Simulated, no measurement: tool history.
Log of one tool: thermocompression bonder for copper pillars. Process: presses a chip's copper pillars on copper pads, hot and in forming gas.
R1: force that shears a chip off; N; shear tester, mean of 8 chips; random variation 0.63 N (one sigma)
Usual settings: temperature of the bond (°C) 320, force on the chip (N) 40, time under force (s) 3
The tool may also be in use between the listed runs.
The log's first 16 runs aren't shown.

{"run": 17, "day": 22.496, "temperature of the bond (°C)": 320, "force on the chip (N)": 40, "time under force (s)": 5, "R1": 47.1}
{"run": 18, "day": 23.512, "temperature of the bond (°C)": 320, "force on the chip (N)": 40, "time under force (s)": 5, "R1": 48.1}
{"day": 24.342, "done": "forming gas filter changed"}
{"run": 19, "day": 24.621, "temperature of the bond (°C)": 320, "force on the chip (N)": 40, "time under force (s)": 8, "R1": 60.7}
{"run": 20, "day": 26.633, "temperature of the bond (°C)": 320, "force on the chip (N)": 31, "time under force (s)": 3, "R1": 31.8}
{"day": 27.15, "done": "force cell calibrated, once more"}
{"run": 21, "day": 28.742, "temperature of the bond (°C)": 304, "force on the chip (N)": 40, "time under force (s)": 3, "R1": 30.7}
{"run": 22, "day": 30.221, "temperature of the bond (°C)": 304, "force on the chip (N)": 40, "time under force (s)": 2, "R1": 26.6}
{"run": 23, "day": 31.338, "temperature of the bond (°C)": 304, "force on the chip (N)": 40, "time under force (s)": 2, "R1": 25}
{"day": 32.633, "done": "forming gas filter changed"}
{"run": 24, "day": 32.829, "temperature of the bond (°C)": 309, "force on the chip (N)": 46, "time under force (s)": 5, "R1": 48.2}
{"run": 25, "day": 34.017, "temperature of the bond (°C)": 344, "force on the chip (N)": 53, "time under force (s)": 2, "R1": 59.6}
{"run": 26, "day": 34.883, "temperature of the bond (°C)": 320, "force on the chip (N)": 43, "time under force (s)": 5, "R1": 52}
{"run": 27, "day": 36.554, "temperature of the bond (°C)": 320, "force on the chip (N)": 30, "time under force (s)": 3, "R1": 30.8}
{"run": 28, "day": 37.95, "temperature of the bond (°C)": 320, "force on the chip (N)": 30, "time under force (s)": 3, "R1": 29.9}
{"run": 29, "day": 39.171, "temperature of the bond (°C)": 320, "force on the chip (N)": 26, "time under force (s)": 3, "R1": 24.8}
{"day": 40.838, "done": "forming gas filter changed"}
{"run": 30, "day": 41.142, "temperature of the bond (°C)": 320, "force on the chip (N)": 26, "time under force (s)": 3, "R1": 27.1}
{"run": 31, "day": 42.8, "temperature of the bond (°C)": 320, "force on the chip (N)": 39, "time under force (s)": 6, "R1": 52.2}
{"run": 32, "day": 43.988, "temperature of the bond (°C)": 320, "force on the chip (N)": 44, "time under force (s)": 6, "R1": 57.3}
{"run": 33, "day": 45.504, "temperature of the bond (°C)": 320, "force on the chip (N)": 44, "time under force (s)": 6, "R1": 54.6}
{"run": 34, "day": 47.25, "temperature of the bond (°C)": 300, "force on the chip (N)": 44, "time under force (s)": 3, "R1": 32}
{"day": 49.096, "done": "forming gas filter changed"}
{"run": 35, "day": 49.312, "temperature of the bond (°C)": 300, "force on the chip (N)": 47, "time under force (s)": 5, "R1": 44.2}
{"run": 36, "day": 50.375, "temperature of the bond (°C)": 300, "force on the chip (N)": 47, "time under force (s)": 5, "R1": 45.2}
{"run": 37, "day": 51.796, "temperature of the bond (°C)": 319, "force on the chip (N)": 25, "time under force (s)": 5, "R1": 32}
{"run": 38, "day": 53.562, "temperature of the bond (°C)": 319, "force on the chip (N)": 25, "time under force (s)": 3, "R1": 25.1}

5 ways to go on from here, each from the tool as it stands after run 38. What would each give?
{"run": "A", "day": 54.879, "temperature of the bond (°C)": 335, "force on the chip (N)": 25, "time under force (s)": 3, "R1": "?"}
{"run": "B", "day": 54.879, "temperature of the bond (°C)": 321, "force on the chip (N)": 25, "time under force (s)": 3, "R1": "?"}
{"run": "C", "day": 54.879, "temperature of the bond (°C)": 341, "force on the chip (N)": 30, "time under force (s)": 2, "R1": "?"}
{"run": "D", "day": 54.879, "temperature of the bond (°C)": 320, "force on the chip (N)": 55, "time under force (s)": 3, "R1": "?"}
{"run": "E", "day": 54.879, "temperature of the bond (°C)": 343, "force on the chip (N)": 56, "time under force (s)": 3, "R1": "?"}

run=A R1=32.3
run=B R1=24.3
run=C R1=35.4
run=D R1=52.8
run=E R1=67.4
Without the tool's hidden state the same runs would have given:
run=A R1=29.6
run=B R1=21.9
run=C R1=32.6
run=D R1=49.4
run=E R1=65
